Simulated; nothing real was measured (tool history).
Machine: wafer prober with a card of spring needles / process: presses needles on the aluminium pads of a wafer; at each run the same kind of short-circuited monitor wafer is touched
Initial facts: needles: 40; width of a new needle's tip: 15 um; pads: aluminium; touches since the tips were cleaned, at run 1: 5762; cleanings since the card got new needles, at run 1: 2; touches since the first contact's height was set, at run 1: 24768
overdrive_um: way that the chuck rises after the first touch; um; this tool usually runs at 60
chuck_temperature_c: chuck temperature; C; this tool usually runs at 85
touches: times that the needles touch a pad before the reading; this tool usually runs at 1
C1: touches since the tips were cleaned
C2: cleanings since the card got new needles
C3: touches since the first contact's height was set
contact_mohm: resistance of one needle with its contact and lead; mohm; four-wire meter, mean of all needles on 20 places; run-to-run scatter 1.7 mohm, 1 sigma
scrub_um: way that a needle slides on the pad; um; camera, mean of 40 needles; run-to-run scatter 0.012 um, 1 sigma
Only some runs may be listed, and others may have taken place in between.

run 1 hour=0.0 | overdrive_um=60 chuck_temperature_c=85 touches=1 | C1=5762 C2=2 C3=24768 | contact_mohm=222 scrub_um=7.49
-- hour=9.0 tips cleaned on abrasive film
run 2 hour=10.2 | overdrive_um=60 chuck_temperature_c=85 touches=1 | C1=374 C2=3 C3=27900 | contact_mohm=238 scrub_um=7.49
run 3 hour=26.5 | overdrive_um=52 chuck_temperature_c=85 touches=1 | C1=5461 C2=3 C3=32987 | contact_mohm=260 scrub_um=6.47
-- hour=37.0 tips cleaned on abrasive film
run 4 hour=37.0 | overdrive_um=52 chuck_temperature_c=85 touches=1 | C1=0 C2=4 C3=36236 | contact_mohm=188 scrub_um=6.48
-- hour=47.4 tips cleaned on abrasive film, once more
run 5 hour=52.3 | overdrive_um=52 chuck_temperature_c=85 touches=1 | C1=1520 C2=5 C3=40941 | contact_mohm=207 scrub_um=6.47
run 6 hour=66.2 | overdrive_um=52 chuck_temperature_c=85 touches=1 | C1=5846 C2=5 C3=45267 | contact_mohm=245 scrub_um=6.48
-- hour=75.3 tips cleaned on abrasive film
run 7 hour=83.4 | overdrive_um=52 chuck_temperature_c=85 touches=1 | C1=2521 C2=6 C3=50594 | contact_mohm=215 scrub_um=6.43
run 8 hour=92.4 | overdrive_um=52 chuck_temperature_c=85 touches=1 | C1=5314 C2=6 C3=53387 | contact_mohm=237 scrub_um=6.47
-- hour=102.6 tips cleaned on abrasive film
run 9 hour=105.3 | overdrive_um=52 chuck_temperature_c=85 touches=1 | C1=811 C2=7 C3=57369 | contact_mohm=197 scrub_um=6.43
run 10 hour=114.8 | overdrive_um=52 chuck_temperature_c=85 touches=1 | C1=3794 C2=7 C3=60352 | contact_mohm=226 scrub_um=6.43
run 11 hour=126.5 | overdrive_um=60 chuck_temperature_c=85 touches=1 | C1=7412 C2=7 C3=63970 | contact_mohm=234 scrub_um=7.43
-- hour=130.7 tips cleaned on abrasive film
run 12 hour=139.6 | overdrive_um=60 chuck_temperature_c=81 touches=1 | C1=2793 C2=8 C3=68043 | contact_mohm=211 scrub_um=7.42
run 13 hour=146.9 | overdrive_um=60 chuck_temperature_c=81 touches=1 | C1=5045 C2=8 C3=70295 | contact_mohm=220 scrub_um=7.45
-- hour=158.2 tips cleaned on abrasive film
run 14 hour=158.2 | overdrive_um=60 chuck_temperature_c=85 touches=1 | C1=0 C2=9 C3=73782 | contact_mohm=176 scrub_um=7.42
run 15 hour=165.6 | overdrive_um=45 chuck_temperature_c=85 touches=1 | C1=2318 C2=9 C3=76100 | contact_mohm=229 scrub_um=5.52
run 16 hour=178.0 | overdrive_um=45 chuck_temperature_c=85 touches=1 | C1=6175 C2=9 C3=79957 | contact_mohm=264 scrub_um=5.53
-- hour=185.8 tips cleaned on abrasive film
run 17 hour=194.6 | overdrive_um=55 chuck_temperature_c=85 touches=1 | C1=2739 C2=10 C3=85091 | contact_mohm=220 scrub_um=6.77
run 18 hour=203.4 | overdrive_um=42 chuck_temperature_c=28 touches=3 | C1=5469 C2=10 C3=87821 | contact_mohm=206 scrub_um=5.14
-- hour=213.2 tips cleaned on abrasive film
run 19 hour=221.3 | overdrive_um=77 chuck_temperature_c=36 touches=2 | C1=2507 C2=11 C3=93348 | contact_mohm=181 scrub_um=9.52
run 20 hour=235.8 | overdrive_um=77 chuck_temperature_c=121 touches=2 | C1=7039 C2=11 C3=97880 | contact_mohm=200 scrub_um=9.51
-- hour=240.5 tips cleaned on abrasive film
run 21 hour=244.2 | overdrive_um=58 chuck_temperature_c=48 touches=1 | C1=1137 C2=12 C3=100443 | contact_mohm=186 scrub_um=7.12
run 22 hour=254.0 | overdrive_um=58 chuck_temperature_c=48 touches=1 | C1=4202 C2=12 C3=103508 | contact_mohm=216 scrub_um=7.10
-- hour=267.8 tips cleaned on abrasive film
run 23 hour=271.5 | overdrive_um=58 chuck_temperature_c=48 touches=1 | C1=1152 C2=13 C3=108928 | contact_mohm=191 scrub_um=7.12
run 24 hour=285.7 | overdrive_um=58 chuck_temperature_c=48 touches=1 | C1=5552 C2=13 C3=113328 | contact_mohm=227 scrub_um=7.12
-- hour=295.9 tips cleaned on abrasive film
run 25 hour=300.8 | overdrive_um=58 chuck_temperature_c=48 touches=1 | C1=1512 C2=14 C3=117995 | contact_mohm=195 scrub_um=7.12
run 26 hour=318.0 | overdrive_um=65 chuck_temperature_c=85 touches=1 | C1=6874 C2=14 C3=123357 | contact_mohm=222 scrub_um=8.00
-- hour=323.4 tips cleaned on abrasive film
run 27 hour=335.1 | overdrive_um=65 chuck_temperature_c=42 touches=1 | C1=3650 C2=15 C3=128666 | contact_mohm=206 scrub_um=7.97
run 28 hour=346.9 | overdrive_um=59 chuck_temperature_c=103 touches=1 | C1=7319 C2=15 C3=132335 | contact_mohm=237 scrub_um=7.23
-- hour=350.9 tips cleaned on abrasive film
run 29 hour=360.0 | overdrive_um=45 chuck_temperature_c=27 touches=2 | C1=2829 C2=16 C3=136364 | contact_mohm=206 scrub_um=5.46
run 30 hour=377.3 | overdrive_um=61 chuck_temperature_c=27 touches=2 | C1=8226 C2=16 C3=141761 | contact_mohm=204 scrub_um=7.46
-- hour=378.3 tips cleaned on abrasive film
run 31 hour=386.3 | overdrive_um=53 chuck_temperature_c=85 touches=1 | C1=2499 C2=17 C3=144535 | contact_mohm=220 scrub_um=6.45
run 32 hour=400.1 | overdrive_um=53 chuck_temperature_c=85 touches=1 | C1=6793 C2=17 C3=148829 | contact_mohm=252 scrub_um=6.46
-- hour=406.1 tips cleaned on abrasive film
run 33 hour=417.3 | overdrive_um=66 chuck_temperature_c=65 touches=2 | C1=3482 C2=18 C3=154127 | contact_mohm=195 scrub_um=8.06
run 34 hour=428.0 | overdrive_um=46 chuck_temperature_c=32 touches=2 | C1=6826 C2=18 C3=157471 | contact_mohm=226 scrub_um=5.57

Some steps in contact_mohm, run to run, broken into two amounts with sign: the step expected even without the hidden condition (settings, incoming material, random variation), and the rest, left for the hidden condition together with whatever gauge scatter is not in both the measured and the hidden-condition-free result:
Hidden state present: debris on the tips, nm; way that the needles fall short of the set height, um; tips' diameter, um; drift of the gauge itself on contact_mohm, %; drift of the gauge itself on scrub_um, %.
Run 3 -> 4: tips cleaned on abrasive film. contact_mohm -72 mohm: hidden state -73, all else +1.
Run 14 -> 15: overdrive_um 60 -> 45. contact_mohm +53 mohm: hidden state +45, all else +8.
Run 16 -> 17: overdrive_um 45 -> 55, tips cleaned on abrasive film. contact_mohm -44 mohm: hidden state -47, all else +3.
Run 32 -> 33: overdrive_um 53 -> 66, chuck_temperature_c 85 -> 65, touches 1 -> 2, tips cleaned on abrasive film. contact_mohm -57 mohm: hidden state -50, all else -7.

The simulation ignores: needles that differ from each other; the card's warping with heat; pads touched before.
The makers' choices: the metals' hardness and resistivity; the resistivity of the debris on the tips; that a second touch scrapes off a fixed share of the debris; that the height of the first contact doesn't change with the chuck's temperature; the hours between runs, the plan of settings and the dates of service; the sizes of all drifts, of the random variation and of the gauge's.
